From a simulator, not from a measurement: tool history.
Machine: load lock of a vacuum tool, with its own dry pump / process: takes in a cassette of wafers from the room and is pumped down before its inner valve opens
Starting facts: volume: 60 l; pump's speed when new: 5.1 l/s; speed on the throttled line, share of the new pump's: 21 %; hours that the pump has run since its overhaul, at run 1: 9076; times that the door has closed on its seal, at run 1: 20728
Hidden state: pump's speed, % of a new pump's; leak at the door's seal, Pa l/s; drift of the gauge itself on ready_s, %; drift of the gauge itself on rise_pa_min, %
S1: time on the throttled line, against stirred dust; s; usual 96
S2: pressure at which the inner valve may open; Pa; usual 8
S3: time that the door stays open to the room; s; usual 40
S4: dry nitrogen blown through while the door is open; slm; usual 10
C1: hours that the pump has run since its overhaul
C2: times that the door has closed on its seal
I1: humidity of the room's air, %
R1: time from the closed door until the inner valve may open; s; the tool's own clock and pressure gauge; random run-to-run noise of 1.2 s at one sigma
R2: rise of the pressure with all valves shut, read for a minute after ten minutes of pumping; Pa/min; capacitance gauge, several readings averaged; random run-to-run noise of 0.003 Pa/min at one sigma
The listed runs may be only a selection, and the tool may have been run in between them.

run,day,S1,S2,S3,S4,C1,C2,I1,R1,R2
1,0.000,96,8,40,10,9076,20728,45.5,197.9,0.187
2,9.900,96,8,40,10,9313,21252,45.1,198.7,0.197
3,19.054,96,8,40,10,9533,21737,46.4,199.4,0.196
4,25.367,96,8,40,10,9685,22071,45.2,198.3,0.206
5,31.808,96,8,40,10,9839,22413,46.1,200.9,0.207
6,40.962,96,8,40,10,10059,22897,43.2,200.9,0.213
7,49.633,96,8,40,10,10267,23356,48.6,199.1,0.220
8,54.833,96,8,40,10,10392,23632,45.4,200.9,0.217
9,59.717,96,8,40,10,10509,23891,46.4,200.3,0.236
10,63.838,96,8,40,10,10608,24109,44.3,199.5,0.233
11,73.296,96,8,40,10,10835,24610,45.4,199.6,0.240
12,78.425,51,9,30,21,10958,24881,46.6,165.6,0.230
13,87.258,105,16,179,27,11170,25349,45.0,197.7,0.246
14,93.362,105,16,179,27,11316,25673,43.7,199.8,0.251
15,100.192,105,9,26,41,11480,26034,44.7,204.1,0.237
16,108.021,95,11,26,4,11668,26449,44.2,194.7,0.253
17,114.967,73,8,40,15,11835,26817,45.6,184.7,0.260
18,122.812,96,11,40,10,12023,27232,44.3,196.8,0.275
19,131.996,96,11,40,10,12244,27718,46.8,197.3,0.274
20,139.408,92,8,47,38,12421,28111,46.3,197.8,0.266
21,144.525,96,15,40,9,12544,28382,48.4,192.2,0.288

Each row is a separate what-if for the run after 21, all from the same tool condition, not one after another. Results?
A,150.758,86,12,40,5,12694,28712,46.1,?,?
B,150.758,96,8,84,10,12694,28712,45.8,?,?
C,150.758,117,10,40,13,12694,28712,47.2,?,?

run,R1,R2
A,189.2,0.300
B,202.9,0.306
C,215.3,0.282
The same runs, with their run-to-run variation unchanged, on a tool lacking any hidden condition would have given:
run,R1,R2
A,175.4,0.037
B,188.6,0.044
C,201.9,0.021

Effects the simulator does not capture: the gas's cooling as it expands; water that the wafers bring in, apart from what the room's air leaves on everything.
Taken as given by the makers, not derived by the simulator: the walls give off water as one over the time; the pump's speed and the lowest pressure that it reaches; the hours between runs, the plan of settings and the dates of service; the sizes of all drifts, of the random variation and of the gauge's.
